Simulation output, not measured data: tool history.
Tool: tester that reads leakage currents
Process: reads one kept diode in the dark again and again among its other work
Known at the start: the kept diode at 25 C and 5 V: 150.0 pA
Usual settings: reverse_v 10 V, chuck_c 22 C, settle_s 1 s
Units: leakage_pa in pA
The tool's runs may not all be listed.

run	hour	reverse_v	chuck_c	settle_s	leakage_pa
1	0	10	22	1	190.41
2	95.5	10	22	1	191.43
3	191.4	10	22	1	193.23
# hour 243.3: probe card cleaned and baked
4	256.5	10	22	1	179.12
5	325.9	10	22	0.44	180.73
6	384.6	10	22	0.44	181.31
7	445.2	10	22	0.44	183.23
# hour 537.5: chuck's temperature calibrated
8	537.5	10	22	0.44	155.14
9	578.7	10	22	0.44	155.84
10	618.9	10	22	0.44	155.9
11	702.2	10	22	0.44	157.45
12	790.5	10	22	1.09	157.31
13	867.9	7.3	22	1	137.14
14	929.8	1.1	22	1	61.73
15	999.2	1.1	22	1	62.02
16	1058.6	1.1	22	1	62.12
17	1112.3	1.1	22	1	62.18
18	1196.3	1.1	22	1	62.73
19	1293.1	10	22	1	163.3
20	1364.3	10	22	1	165.26
21	1405.1	18.3	22	1.12	217.07
22	1472.9	3.5	32	1.9	264.97
23	1527.4	3.5	38	6.68	457.94
24	1609.9	1.1	48	0.47	663.28
25	1654.8	12.1	22	0.51	184.11
26	1704.1	12	22	0.6	185.37
27	1801.3	13.5	22	1.32	194.69
28	1851.8	1.1	26	0.91	94.72
29	1924.7	10	42	1	1021.39
30	1964.5	1	30	9.55	132.42
31	2021.9	9.1	22	1.55	164.84
32	2062	14.8	22	1	208.95
33	2134.1	10	46	2.3	1444.98
34	2190	10	46	2.3	1464.06
35	2264.3	3.5	28	1	191.85
36	2347.4	9.8	23	1.06	192.17
37	2398.3	10	36	1	623.12
38	2458.2	5.5	36	1	483.21
39	2519.1	5.5	36	1	483.94

The same runs without the tool's hidden state, with the same run-to-run variation:
The hidden state here: stray current of the dirty probe card, pA a volt; current scale over the true one, %; true chuck temperature over the reading, C; drift of the gauge itself on leakage_pa, %.
run	leakage_pa
1	150.54
2	150.38
3	150.77
4	150.89
5	151.66
6	151.48
7	152.41
8	151.57
9	151.76
10	151.34
11	151.89
12	150.65
13	131.06
14	59.59
15	59.64
16	59.56
17	59.43
18	59.69
19	150.26
20	151.22
21	194.51
22	250.04
23	433.68
24	630.93
25	163.87
26	164.36
27	170.36
28	87.7
29	950.14
30	122.65
31	143.85
32	178.36
33	1338.64
34	1353.25
35	172.83
36	164.55
37	561.65
38	437.03
39	436.52
